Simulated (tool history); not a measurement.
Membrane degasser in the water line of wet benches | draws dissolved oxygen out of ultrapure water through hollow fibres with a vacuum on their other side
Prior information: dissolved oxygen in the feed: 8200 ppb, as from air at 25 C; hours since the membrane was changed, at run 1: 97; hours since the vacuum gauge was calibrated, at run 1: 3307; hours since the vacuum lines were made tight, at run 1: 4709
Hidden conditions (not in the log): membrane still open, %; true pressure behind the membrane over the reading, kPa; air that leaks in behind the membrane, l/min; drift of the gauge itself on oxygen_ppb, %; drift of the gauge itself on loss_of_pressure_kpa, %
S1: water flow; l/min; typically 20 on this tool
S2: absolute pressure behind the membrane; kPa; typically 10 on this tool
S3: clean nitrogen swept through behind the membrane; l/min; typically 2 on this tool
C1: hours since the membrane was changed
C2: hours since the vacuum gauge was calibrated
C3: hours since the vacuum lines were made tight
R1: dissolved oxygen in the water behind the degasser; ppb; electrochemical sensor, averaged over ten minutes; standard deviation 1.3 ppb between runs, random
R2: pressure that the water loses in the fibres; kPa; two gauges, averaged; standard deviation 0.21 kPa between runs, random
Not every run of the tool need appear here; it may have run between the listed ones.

run     day  S1    S2    S3    C1    C2    C3      R1     R2
  1       0  20    10     2    97  3307  4709   182.5  48.58
  2     1.9  20    10     2   143  3352  4755   183.5  48.59
  3   2.775  20    10  1.18   164  3373  4776   278.2  48.79
  4   3.729  18    10     2   187  3396  4799   163.3  43.61
  5   5.554  18    10     2   230  3440  4843   163.6  43.84
  6   6.579  20  20.6     2   255  3465  4867     416  48.72
  7   7.975  20   9.7     2   288  3498  4901   178.6  48.84
  8   9.838  20    10  3.95   333  3543  4945   108.9  48.97
  9  11.454  20    10  3.95   372  3582  4984   108.3  48.88
 10  12.329  20    10  3.95   393  3603  5005   108.6  48.86
 11  13.658  20    10     2   425  3635  5037   183.5  48.65
 12  15.542  20    10     2   470  3680  5082   184.9  48.92
 13  17.438  20    10  3.02   516  3725  5128   135.3  49.06
 14  18.404  20    10  3.02   539  3748  5151     135  48.69
 15  20.425  20    10  3.02   587  3797  5199     136  49.32
 16  21.542  20   6.3     2   614  3824  5226   100.2  49.32
 17  22.538  20   6.3     2   638  3848  5250    99.6  49.04
 18  23.512  20  12.3     2   661  3871  5273     236   49.1
 19  25.183  21  12.3  5.78   701  3911  5314   110.8  51.47
 20  26.154  12    14  5.64   725  3934  5337    63.6  29.81
 21  27.317  12    14  5.64   753  3962  5365    63.9  29.78
 22  29.046  12    14  5.64   794  4004  5406    64.4  29.63
 23    30.2  12    14  5.64   822  4032  5434    63.7  29.64
 24   31.65  15   6.4  1.73   857  4066  5469    78.7   37.7
 25  32.692  19  18.6     2   882  4091  5494   357.3  47.16
 26  34.075  20  20.6     2   915  4125  5527   415.9  49.36
 27  36.146  20   8.2  1.88   965  4174  5577   150.9  49.41
 28  37.975  23    10  3.83  1009  4218  5621   132.5   56.8
 29   39.35  28  21.9     1  1041  4251  5654  1029.7  69.74
 30  40.912  12    10  3.22  1079  4289  5691    69.2     30
     41.838  -- gauge calibrated
 31  42.567  15    10  3.22  1119  4328  5731    89.6   36.3
 32  43.696  27  19.5  0.89  1146  4355  5758   977.5  65.66

For each entry between runs, how does the tool's hidden state at the last listed run before it compare with that at the first listed run after it?
Runs 30 to 31: gauge calibrated (day 41.838)
  drift of the gauge itself on loss_of_pressure_kpa, %: 2.53 -> 0.05
  difference, measured minus the result without the unlogged condition, R2: +0.75 -> +0.03 kPa

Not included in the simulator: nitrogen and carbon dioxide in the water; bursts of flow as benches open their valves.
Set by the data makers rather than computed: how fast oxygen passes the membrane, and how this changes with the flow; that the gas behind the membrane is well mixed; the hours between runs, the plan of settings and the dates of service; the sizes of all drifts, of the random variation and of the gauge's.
